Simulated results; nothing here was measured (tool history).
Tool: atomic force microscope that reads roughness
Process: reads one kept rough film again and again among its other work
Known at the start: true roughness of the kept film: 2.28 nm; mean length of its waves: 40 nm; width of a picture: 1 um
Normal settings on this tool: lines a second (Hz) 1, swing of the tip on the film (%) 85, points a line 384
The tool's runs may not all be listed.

| run | hour | lines a second (Hz) | swing of the tip on the film (%) | points a line | roughness of the kept film (nm (root mean square)) |
|---|---|---|---|---|---|
| 1 | 0 | 1 | 85 | 384 | 2.04 |
| 2 | 21 | 1 | 85 | 384 | 2.036 |
| 3 | 47.2 | 1 | 85 | 384 | 2.009 |
| 4 | 74.7 | 1 | 85 | 384 | 2.012 |
| 5 | 92 | 1 | 85 | 384 | 1.986 |
|  | 104.1 | new tip fitted |
| 6 | 110.3 | 1 | 85 | 384 | 2.065 |
| 7 | 138.5 | 1 | 85 | 384 | 2.051 |
| 8 | 165.2 | 1 | 85 | 384 | 2.029 |
| 9 | 191.9 | 1 | 85 | 384 | 2.021 |
| 10 | 211.7 | 1 | 68 | 384 | 2.102 |
| 11 | 234.1 | 2.05 | 85 | 384 | 1.885 |
|  | 248.2 | new tip fitted |
| 12 | 261.6 | 2.05 | 85 | 384 | 1.926 |
| 13 | 282 | 1 | 85 | 384 | 2.047 |
| 14 | 300.1 | 1 | 85 | 384 | 2.051 |
| 15 | 321 | 1 | 85 | 384 | 2.037 |
| 16 | 343.6 | 1 | 85 | 384 | 2.026 |
| 17 | 361.4 | 1.36 | 85 | 384 | 1.985 |
| 18 | 383.2 | 1.36 | 85 | 384 | 1.973 |
|  | 392.3 | new tip fitted |
| 19 | 396.9 | 1.36 | 85 | 384 | 2.02 |
| 20 | 424.6 | 1.36 | 85 | 384 | 2.016 |
| 21 | 445.5 | 1.36 | 85 | 384 | 2.015 |
| 22 | 473.5 | 2.06 | 85 | 278 | 1.907 |
| 23 | 495.8 | 0.74 | 85 | 854 | 2.084 |
| 24 | 526.9 | 0.74 | 85 | 854 | 2.051 |
|  | 536.9 | new tip fitted |
| 25 | 556.9 | 0.57 | 85 | 937 | 2.132 |
| 26 | 571.1 | 0.8 | 85 | 799 | 2.076 |
| 27 | 598 | 2.62 | 68 | 277 | 2.023 |
|  | 600.9 | height scale calibrated on a step standard |
| 28 | 613 | 2.62 | 79 | 271 | 1.899 |
| 29 | 638.8 | 3.55 | 62 | 386 | 2.024 |
| 30 | 669.9 | 1.81 | 85 | 630 | 1.929 |
|  | 683.2 | new tip fitted |
| 31 | 687.8 | 1.05 | 87 | 377 | 2.037 |
| 32 | 704.7 | 0.89 | 85 | 504 | 2.067 |
| 33 | 728.1 | 2.34 | 85 | 435 | 1.878 |
|  | 739.4 | height scale calibrated on a step standard, once more |
| 34 | 753.3 | 2.34 | 85 | 435 | 1.871 |
| 35 | 782.9 | 2.28 | 67 | 620 | 2.042 |
| 36 | 808.3 | 1 | 64 | 451 | 2.105 |
|  | 829.2 | new tip fitted |
| 37 | 839.7 | 1 | 64 | 451 | 2.148 |

What will run 38 give?
| 38 | 856.7 | 1 | 64 | 529 | ? |

{"run 38": {"roughness of the kept film (nm (root mean square))": 2.143}}
Take away the tool's hidden state, keep the run-to-run variation as it was, and the same run would have given roughness of the kept film (nm (root mean square)) 2.161.

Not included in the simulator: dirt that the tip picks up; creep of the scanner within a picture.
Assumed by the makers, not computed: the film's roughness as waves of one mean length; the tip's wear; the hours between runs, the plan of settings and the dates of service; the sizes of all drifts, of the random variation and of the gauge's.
